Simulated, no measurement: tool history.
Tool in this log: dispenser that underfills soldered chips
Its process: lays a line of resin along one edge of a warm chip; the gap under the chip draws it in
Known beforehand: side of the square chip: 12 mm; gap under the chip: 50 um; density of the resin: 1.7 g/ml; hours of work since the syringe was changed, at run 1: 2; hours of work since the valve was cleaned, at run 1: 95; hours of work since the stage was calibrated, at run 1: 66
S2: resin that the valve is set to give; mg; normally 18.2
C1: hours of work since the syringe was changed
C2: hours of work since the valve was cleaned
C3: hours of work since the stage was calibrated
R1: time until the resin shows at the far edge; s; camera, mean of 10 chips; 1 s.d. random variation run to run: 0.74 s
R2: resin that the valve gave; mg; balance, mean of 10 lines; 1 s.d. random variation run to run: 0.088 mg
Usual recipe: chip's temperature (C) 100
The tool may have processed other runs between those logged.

Run 1, hour 0.0: usual settings; C1 2; C2 95; C3 66. Result: R1 77.1 s, R2 17.06 mg.
At hour 7.4: new syringe of resin.
Run 2, hour 11.4: usual settings; C1 3; C2 103; C3 74. Result: R1 80.4 s, R2 16.92 mg.
At hour 18.2: new syringe of resin.
Run 3, hour 26.0: usual settings; C1 6; C2 113; C3 84. Result: R1 92.1 s, R2 16.92 mg.
At hour 29.1: new syringe of resin.
At hour 40.1: new syringe of resin.
At hour 41.1: dispensing valve cleaned and set on the balance.
Run 4, hour 43.1: usual settings but S2 18.1 mg; C1 1; C2 1; C3 95. Result: R1 72.9 s, R2 18.12 mg.
At hour 52.5: new syringe of resin.
Run 5, hour 57.7: usual settings; C1 4; C2 12; C3 106. Result: R1 82.3 s, R2 18.16 mg.
At hour 63.1: new syringe of resin.
Run 6, hour 71.8: usual settings; C1 6; C2 22; C3 116. Result: R1 93.8 s, R2 18.10 mg.
At hour 73.7: new syringe of resin.
Run 7, hour 82.7: usual settings; C1 6; C2 29; C3 123. Result: R1 96.9 s, R2 17.87 mg.
At hour 84.3: new syringe of resin.
Run 8, hour 92.0: usual settings; C1 5; C2 35; C3 129. Result: R1 91.7 s, R2 17.95 mg.
At hour 95.8: new syringe of resin.
Run 9, hour 104.7: usual settings but chip's temperature (C) 112; C1 6; C2 44; C3 138. Result: R1 70.4 s, R2 17.69 mg.
At hour 106.9: new syringe of resin.
Run 10, hour 114.0: usual settings but chip's temperature (C) 112; C1 5; C2 51; C3 145. Result: R1 67.1 s, R2 17.67 mg.
At hour 118.2: new syringe of resin.
At hour 129.0: new syringe of resin.
Run 11, hour 129.4: usual settings but chip's temperature (C) 112; C1 0; C2 61; C3 155. Result: R1 50.7 s, R2 17.49 mg.
At hour 140.1: new syringe of resin.
Run 12, hour 143.4: usual settings but S2 21.0 mg; C1 2; C2 71; C3 165. Result: R1 74.2 s, R2 20.32 mg.
At hour 150.8: new syringe of resin.
Run 13, hour 158.1: usual settings but S2 21.0 mg; C1 5; C2 81; C3 175. Result: R1 89.2 s, R2 19.90 mg.
At hour 161.4: new syringe of resin.
Run 14, hour 166.6: usual settings but chip's temperature (C) 95, S2 21.0 mg; C1 4; C2 87; C3 181. Result: R1 91.2 s, R2 19.70 mg.
At hour 172.3: new syringe of resin.
Run 15, hour 174.3: usual settings but chip's temperature (C) 95, S2 21.0 mg; C1 1; C2 92; C3 186. Result: R1 79.6 s, R2 19.72 mg.
At hour 182.9: new syringe of resin.
Run 16, hour 186.5: usual settings but chip's temperature (C) 111; C1 3; C2 101; C3 195. Result: R1 57.7 s, R2 17.04 mg.
At hour 194.0: new syringe of resin.
Run 17, hour 198.1: usual settings but chip's temperature (C) 111; C1 3; C2 109; C3 203. Result: R1 57.9 s, R2 17.10 mg.
At hour 204.8: new syringe of resin.
Run 18, hour 208.5: usual settings but chip's temperature (C) 91; C1 3; C2 116; C3 210. Result: R1 96.0 s, R2 16.77 mg.
At hour 215.3: new syringe of resin.
At hour 219.4: dispensing valve cleaned and set on the balance.
At hour 226.6: new syringe of resin.
Run 19, hour 226.6: usual settings but chip's temperature (C) 91; C1 0; C2 5; C3 222. Result: R1 80.2 s, R2 18.30 mg.
At hour 237.6: new syringe of resin.
Run 20, hour 239.7: usual settings but chip's temperature (C) 91; C1 2; C2 14; C3 231. Result: R1 89.7 s, R2 18.13 mg.
At hour 248.1: new syringe of resin.
Run 21, hour 254.8: usual settings but chip's temperature (C) 91; C1 5; C2 25; C3 242. Result: R1 108.9 s, R2 18.20 mg.
At hour 258.4: new syringe of resin.
Run 22, hour 264.7: usual settings but chip's temperature (C) 105, S2 15.7 mg; C1 4; C2 31; C3 249. Result: R1 78.1 s, R2 15.51 mg.
At hour 269.5: new syringe of resin.
Run 23, hour 277.9: usual settings but chip's temperature (C) 105, S2 22.8 mg; C1 6; C2 41; C3 258. Result: R1 78.1 s, R2 22.42 mg.
At hour 280.0: new syringe of resin.
At hour 291.0: new syringe of resin.
Run 24, hour 292.8: usual settings but chip's temperature (C) 105, S2 22.8 mg; C1 1; C2 51; C3 268. Result: R1 58.4 s, R2 21.95 mg.
Run 25, hour 300.2: usual settings but chip's temperature (C) 99, S2 20.4 mg; C1 7; C2 56; C3 273. Result: R1 94.7 s, R2 19.71 mg.
At hour 301.3: new syringe of resin.
Run 26, hour 309.6: usual settings but chip's temperature (C) 99, S2 20.4 mg; C1 6; C2 63; C3 280. Result: R1 93.4 s, R2 19.59 mg.
At hour 311.9: new syringe of resin.
Run 27, hour 317.5: usual settings but chip's temperature (C) 90, S2 17.0 mg; C1 4; C2 68; C3 285. Result: R1 105.1 s, R2 16.20 mg.
At hour 323.3: new syringe of resin.
Run 28, hour 327.1: usual settings but chip's temperature (C) 94, S2 16.8 mg; C1 3; C2 75; C3 292. Result: R1 89.6 s, R2 16.02 mg.
At hour 333.6: new syringe of resin.
Run 29, hour 337.4: usual settings but chip's temperature (C) 94, S2 16.8 mg; C1 3; C2 82; C3 299. Result: R1 88.8 s, R2 15.98 mg.
At hour 344.2: new syringe of resin.
Run 30, hour 348.2: usual settings but chip's temperature (C) 87, S2 16.7 mg; C1 3; C2 89; C3 306. Result: R1 110.5 s, R2 15.84 mg.
At hour 354.7: new syringe of resin.
Run 31, hour 359.0: usual settings but chip's temperature (C) 103, S2 16.8 mg; C1 3; C2 97; C3 314. Result: R1 73.4 s, R2 15.92 mg.
At hour 365.4: new syringe of resin.
Run 32, hour 370.9: usual settings but chip's temperature (C) 112, S2 19.9 mg; C1 4; C2 105; C3 322. Result: R1 58.5 s, R2 18.61 mg.
At hour 375.8: new syringe of resin.
Run 33, hour 380.6: usual settings but chip's temperature (C) 115, S2 20.8 mg; C1 3; C2 112; C3 329. Result: R1 53.9 s, R2 19.40 mg.

Each run again, without the hidden state but with its own random variation kept:
The tool's hidden condition here consists of: resin's viscosity, % of fresh resin's; dose that the valve gives, % of what is set; true chip temperature over the reading, C; drift of the gauge itself on fill_s, %; drift of the gauge itself on given_mg, %.
run    R1     R2
  1  67.8  18.17
  2  67.6  18.13
  3  65.8  18.25
  4  67.8  18.12
  5  67.8  18.29
  6  66.2  18.33
  7  67.7  18.17
  8  67.9  18.35
  9  48.5  18.18
 10  51.1  18.22
 11  50.6  18.17
 12  66.3  21.24
 13  66.4  20.96
 14  75.1  20.82
 15  76.2  20.93
 16  50.9  18.20
 17  49.7  18.35
 18  84.6  18.09
 19  84.2  18.32
 20  85.2  18.25
 21  84.5  18.45
 22  60.8  15.80
 23  57.3  22.98
 24  57.5  22.64
 25  68.3  20.40
 26  68.9  20.37
 27  87.9  16.91
 28  79.8  16.79
 29  79.6  16.83
 30  95.8  16.77
 31  63.0  16.93
 32  48.9  19.89
 33  46.3  20.83

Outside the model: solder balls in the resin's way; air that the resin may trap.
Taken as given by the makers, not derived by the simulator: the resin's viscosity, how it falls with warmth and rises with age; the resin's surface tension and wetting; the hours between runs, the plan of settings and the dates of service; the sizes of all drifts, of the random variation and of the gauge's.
